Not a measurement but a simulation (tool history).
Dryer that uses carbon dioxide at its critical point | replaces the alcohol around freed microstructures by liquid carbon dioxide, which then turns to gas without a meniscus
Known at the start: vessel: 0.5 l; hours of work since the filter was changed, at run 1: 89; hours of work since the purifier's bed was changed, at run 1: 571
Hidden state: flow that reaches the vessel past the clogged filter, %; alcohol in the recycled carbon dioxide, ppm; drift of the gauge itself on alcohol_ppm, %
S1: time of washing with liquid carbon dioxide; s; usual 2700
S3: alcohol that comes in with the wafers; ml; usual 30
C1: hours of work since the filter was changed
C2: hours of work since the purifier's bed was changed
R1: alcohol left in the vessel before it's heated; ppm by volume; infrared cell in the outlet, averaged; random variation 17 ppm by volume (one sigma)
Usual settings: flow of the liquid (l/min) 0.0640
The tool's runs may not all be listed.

{"run": 1, "hour": 0.0, "S1": 2700, "flow of the liquid (l/min)": 0.064, "S3": 30, "C1": 89, "C2": 571, "R1": 1241}
{"hour": 13.0, "done": "purifier's bed changed"}
{"run": 2, "hour": 36.0, "S1": 2700, "flow of the liquid (l/min)": 0.064, "S3": 30, "C1": 112, "C2": 16, "R1": 1219}
{"run": 3, "hour": 68.6, "S1": 2700, "flow of the liquid (l/min)": 0.0381, "S3": 30, "C1": 135, "C2": 40, "R1": 6683}
{"run": 4, "hour": 102.6, "S1": 2700, "flow of the liquid (l/min)": 0.0381, "S3": 30, "C1": 159, "C2": 64, "R1": 6793}
{"run": 5, "hour": 162.0, "S1": 2700, "flow of the liquid (l/min)": 0.0381, "S3": 30, "C1": 202, "C2": 106, "R1": 7122}
{"run": 6, "hour": 223.7, "S1": 2700, "flow of the liquid (l/min)": 0.0381, "S3": 22, "C1": 245, "C2": 150, "R1": 5249}
{"run": 7, "hour": 277.0, "S1": 2700, "flow of the liquid (l/min)": 0.064, "S3": 77, "C1": 283, "C2": 188, "R1": 3949}
{"run": 8, "hour": 318.6, "S1": 2100, "flow of the liquid (l/min)": 0.1039, "S3": 24, "C1": 313, "C2": 217, "R1": 435}
{"run": 9, "hour": 385.2, "S1": 1740, "flow of the liquid (l/min)": 0.0845, "S3": 30, "C1": 360, "C2": 264, "R1": 2664}
{"run": 10, "hour": 424.7, "S1": 3540, "flow of the liquid (l/min)": 0.1073, "S3": 44, "C1": 388, "C2": 292, "R1": 79}

The next listed run, before its measurement:
{"run": 11, "hour": 458.2, "S1": 1920, "flow of the liquid (l/min)": 0.104, "S3": 30, "C1": 412, "C2": 316, "R1": "?"}

R1: 903 ppm by volume
Without the tool's hidden state the same run would have given R1 460 ppm by volume.

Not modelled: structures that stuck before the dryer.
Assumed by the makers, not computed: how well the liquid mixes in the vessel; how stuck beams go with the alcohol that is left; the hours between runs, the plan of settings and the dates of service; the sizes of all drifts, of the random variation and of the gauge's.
